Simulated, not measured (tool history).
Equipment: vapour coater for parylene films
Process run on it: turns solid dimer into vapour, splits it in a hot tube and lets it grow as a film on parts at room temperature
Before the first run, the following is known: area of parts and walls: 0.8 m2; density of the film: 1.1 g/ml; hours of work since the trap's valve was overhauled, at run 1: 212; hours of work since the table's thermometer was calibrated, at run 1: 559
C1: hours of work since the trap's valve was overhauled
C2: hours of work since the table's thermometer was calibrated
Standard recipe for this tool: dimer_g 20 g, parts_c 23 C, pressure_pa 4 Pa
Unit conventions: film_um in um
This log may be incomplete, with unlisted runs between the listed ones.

{"run": 1, "hour": 0.0, "dimer_g": 20, "parts_c": 23, "pressure_pa": 4, "C1": 212, "C2": 559, "film_um": 13.25}
{"run": 2, "hour": 55.7, "dimer_g": 20, "parts_c": 23, "pressure_pa": 4, "C1": 238, "C2": 585, "film_um": 13.24}
{"run": 3, "hour": 85.2, "dimer_g": 20, "parts_c": 23, "pressure_pa": 4, "C1": 251, "C2": 599, "film_um": 12.84}
{"run": 4, "hour": 111.7, "dimer_g": 20, "parts_c": 23, "pressure_pa": 4, "C1": 264, "C2": 611, "film_um": 12.99}
{"run": 5, "hour": 164.8, "dimer_g": 20, "parts_c": 23, "pressure_pa": 4, "C1": 288, "C2": 636, "film_um": 13.09}
{"hour": 171.4, "done": "trap's valve overhauled"}
{"run": 6, "hour": 198.5, "dimer_g": 20, "parts_c": 23, "pressure_pa": 4, "C1": 13, "C2": 650, "film_um": 12.4}
{"run": 7, "hour": 226.4, "dimer_g": 20, "parts_c": 23, "pressure_pa": 4, "C1": 26, "C2": 663, "film_um": 12.31}
{"run": 8, "hour": 261.4, "dimer_g": 20, "parts_c": 23, "pressure_pa": 4, "C1": 42, "C2": 679, "film_um": 12.04}
{"run": 9, "hour": 297.0, "dimer_g": 27, "parts_c": 26, "pressure_pa": 4, "C1": 59, "C2": 695, "film_um": 15.31}
{"run": 10, "hour": 351.8, "dimer_g": 9, "parts_c": 24, "pressure_pa": 4, "C1": 84, "C2": 721, "film_um": 5.26}
{"run": 11, "hour": 379.0, "dimer_g": 9, "parts_c": 24, "pressure_pa": 4, "C1": 97, "C2": 734, "film_um": 5.25}
{"run": 12, "hour": 421.4, "dimer_g": 27, "parts_c": 17, "pressure_pa": 7.18, "C1": 117, "C2": 753, "film_um": 17.36}
{"hour": 450.8, "done": "trap's valve overhauled, once more"}
{"run": 13, "hour": 474.0, "dimer_g": 23, "parts_c": 24, "pressure_pa": 4.34, "C1": 11, "C2": 776, "film_um": 15.65}
{"run": 14, "hour": 498.9, "dimer_g": 20, "parts_c": 33, "pressure_pa": 4, "C1": 22, "C2": 788, "film_um": 11.24}
{"run": 15, "hour": 531.3, "dimer_g": 20, "parts_c": 33, "pressure_pa": 4, "C1": 38, "C2": 803, "film_um": 10.94}
{"run": 16, "hour": 560.3, "dimer_g": 29, "parts_c": 22, "pressure_pa": 2.17, "C1": 51, "C2": 816, "film_um": 22.26}

Here are 3 independent what-if runs from the current tool condition. What would each one return?
{"run": "A", "hour": 604.1, "dimer_g": 29, "parts_c": 22, "pressure_pa": 4, "C1": 71, "C2": 837, "film_um": "?"}
{"run": "B", "hour": 604.1, "dimer_g": 12, "parts_c": 31, "pressure_pa": 5.86, "C1": 71, "C2": 837, "film_um": "?"}
{"run": "C", "hour": 604.1, "dimer_g": 34, "parts_c": 22, "pressure_pa": 2.17, "C1": 71, "C2": 837, "film_um": "?"}

run=A film_um=20.67
run=B film_um=6.54
run=C film_um=25.82
With the hidden condition removed and each run's random variation left untouched, the same runs would have given:
run=A film_um=21.37
run=B film_um=6.76
run=C film_um=26.7
